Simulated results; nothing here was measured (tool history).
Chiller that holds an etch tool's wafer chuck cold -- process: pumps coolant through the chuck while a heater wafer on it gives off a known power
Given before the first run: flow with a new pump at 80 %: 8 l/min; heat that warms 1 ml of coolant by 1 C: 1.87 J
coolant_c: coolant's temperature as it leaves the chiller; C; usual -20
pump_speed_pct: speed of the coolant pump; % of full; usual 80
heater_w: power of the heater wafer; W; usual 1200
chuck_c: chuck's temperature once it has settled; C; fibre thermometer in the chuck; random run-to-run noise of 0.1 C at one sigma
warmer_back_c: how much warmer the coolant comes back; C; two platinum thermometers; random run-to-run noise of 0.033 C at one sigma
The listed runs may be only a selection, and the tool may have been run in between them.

| run | hour | coolant_c | pump_speed_pct | heater_w | chuck_c | warmer_back_c |
|---|---|---|---|---|---|---|
| 1 | 0.0 | -20 | 80 | 1200 | -11.7 | 4.93 |
| 2 | 124.8 | -20 | 80 | 1200 | -11.7 | 4.97 |
| 3 | 242.4 | -20 | 80 | 1200 | -11.5 | 4.99 |
| 4 | 330.4 | -15 | 80 | 1200 | -6.5 | 4.93 |
| 5 | 441.3 | -20 | 80 | 985 | -13.0 | 4.00 |
| 6 | 529.1 | -20 | 80 | 985 | -13.1 | 4.08 |
| 7 | 695.6 | -15 | 80 | 985 | -8.0 | 4.15 |
| 8 | 826.6 | -20 | 80 | 1200 | -11.4 | 5.05 |
| 9 | 967.5 | -20 | 80 | 1200 | -11.2 | 4.97 |
| 10 | 1060.1 | -20 | 80 | 1200 | -11.4 | 5.07 |
| 11 | 1204.4 | -26 | 80 | 1490 | -15.1 | 6.30 |
| 12 | 1286.9 | -26 | 80 | 912 | -19.5 | 3.84 |
| 13 | 1450.3 | -25 | 72 | 1398 | -13.8 | 6.53 |
|  | 1494.8 | chiller's thermometer calibrated |
| 14 | 1601.0 | -29 | 83 | 955 | -21.8 | 3.94 |
| 15 | 1741.9 | -25 | 83 | 955 | -17.9 | 3.92 |
| 16 | 1834.5 | -20 | 71 | 1200 | -9.7 | 5.70 |
| 17 | 1971.3 | -20 | 79 | 1200 | -10.7 | 5.12 |
| 18 | 2093.1 | -24 | 89 | 981 | -17.1 | 3.75 |
| 19 | 2234.9 | -20 | 62 | 1200 | -8.7 | 6.60 |

Run by run, hidden condition taken away, random variation retained:
Hidden state present: heat passed by the chuck's channels, % of clean ones'; flow at a given pump speed, % of a new pump's; coolant's true temperature over the reading, C; drift of the gauge itself on chuck_c, C; drift of the gauge itself on warmer_back_c, C.
| run | chuck_c | warmer_back_c |
|---|---|---|
| 1 | -11.8 | 4.82 |
| 2 | -11.8 | 4.85 |
| 3 | -11.7 | 4.85 |
| 4 | -6.7 | 4.79 |
| 5 | -13.2 | 3.87 |
| 6 | -13.3 | 3.95 |
| 7 | -8.2 | 4.01 |
| 8 | -11.7 | 4.86 |
| 9 | -11.6 | 4.77 |
| 10 | -11.8 | 4.86 |
| 11 | -15.7 | 6.03 |
| 12 | -19.8 | 3.67 |
| 13 | -14.5 | 6.22 |
| 14 | -22.5 | 3.74 |
| 15 | -18.6 | 3.72 |
| 16 | -10.8 | 5.39 |
| 17 | -11.7 | 4.83 |
| 18 | -17.8 | 3.53 |
| 19 | -10.1 | 6.19 |
